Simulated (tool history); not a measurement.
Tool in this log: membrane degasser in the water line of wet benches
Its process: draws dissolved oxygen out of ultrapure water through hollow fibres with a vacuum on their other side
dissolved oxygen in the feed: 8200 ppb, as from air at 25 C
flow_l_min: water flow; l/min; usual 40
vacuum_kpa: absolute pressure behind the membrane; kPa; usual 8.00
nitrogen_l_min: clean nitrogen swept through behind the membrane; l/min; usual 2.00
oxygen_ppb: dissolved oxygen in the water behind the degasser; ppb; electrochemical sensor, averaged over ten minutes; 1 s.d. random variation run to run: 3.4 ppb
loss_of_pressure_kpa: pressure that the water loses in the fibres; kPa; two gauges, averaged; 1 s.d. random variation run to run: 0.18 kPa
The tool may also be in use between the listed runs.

run,hour,flow_l_min,vacuum_kpa,nitrogen_l_min,oxygen_ppb,loss_of_pressure_kpa
1,0.0,40,8.00,2.00,353.1,32.65
2,73.3,40,8.00,2.00,357.0,32.54
3,158.2,40,5.50,2.00,256.4,32.47
4,289.3,40,5.50,2.00,258.1,32.63
5,373.7,40,5.50,2.00,257.7,32.53
6,480.1,53,8.00,2.00,596.9,43.17
7,641.3,53,8.00,2.00,606.5,43.35
8,738.4,53,8.00,2.00,607.4,43.10
9,868.6,40,8.00,1.34,440.9,32.40
10,995.8,40,18.03,2.00,745.8,32.56
11,1098.6,40,18.03,2.00,754.7,32.47
12,1201.9,40,8.00,2.00,366.3,32.79
13,1353.0,40,7.90,2.00,362.3,32.95
14,1495.8,40,7.90,2.00,359.6,32.57
15,1581.3,40,7.90,2.00,357.6,32.59
16,1756.1,54,6.03,1.01,650.6,44.21
17,1862.9,54,6.03,1.01,637.6,44.59
18,1990.9,32,8.00,2.00,246.7,26.02
19,2142.6,32,8.00,2.00,245.4,26.58
20,2217.2,40,13.04,1.18,783.5,32.99
21,2343.9,40,13.04,1.18,790.7,33.02
22,2450.8,32,10.03,1.52,384.7,26.40
# hour 2464.5: seals of the vacuum lines changed
23,2568.2,32,10.03,1.52,383.9,26.15
24,2696.7,32,8.00,0.87,425.0,26.07
25,2871.5,32,8.00,0.87,433.3,26.40
26,3038.5,44,7.20,3.45,340.6,36.48
27,3192.3,44,7.20,3.45,335.1,36.62
28,3293.3,27,7.20,1.64,189.4,21.87
29,3451.6,49,7.55,4.76,401.7,40.73

Branching from run 29: 4 alternative next runs. What would each branch give?
A,3612.7,32,5.93,2.00,?,?
B,3612.7,41,5.93,5.06,?,?
C,3612.7,49,7.55,0.87,?,?
D,3612.7,40,11.35,2.00,?,?

run,oxygen_ppb,loss_of_pressure_kpa
A,177.1,26.39
B,237.3,33.87
C,723.4,40.85
D,501.5,33.26
The same runs, with their run-to-run variation unchanged, on a tool lacking any hidden condition would have given:
run,oxygen_ppb,loss_of_pressure_kpa
A,156.1,25.06
B,201.6,32.16
C,667.8,38.80
D,467.6,31.60

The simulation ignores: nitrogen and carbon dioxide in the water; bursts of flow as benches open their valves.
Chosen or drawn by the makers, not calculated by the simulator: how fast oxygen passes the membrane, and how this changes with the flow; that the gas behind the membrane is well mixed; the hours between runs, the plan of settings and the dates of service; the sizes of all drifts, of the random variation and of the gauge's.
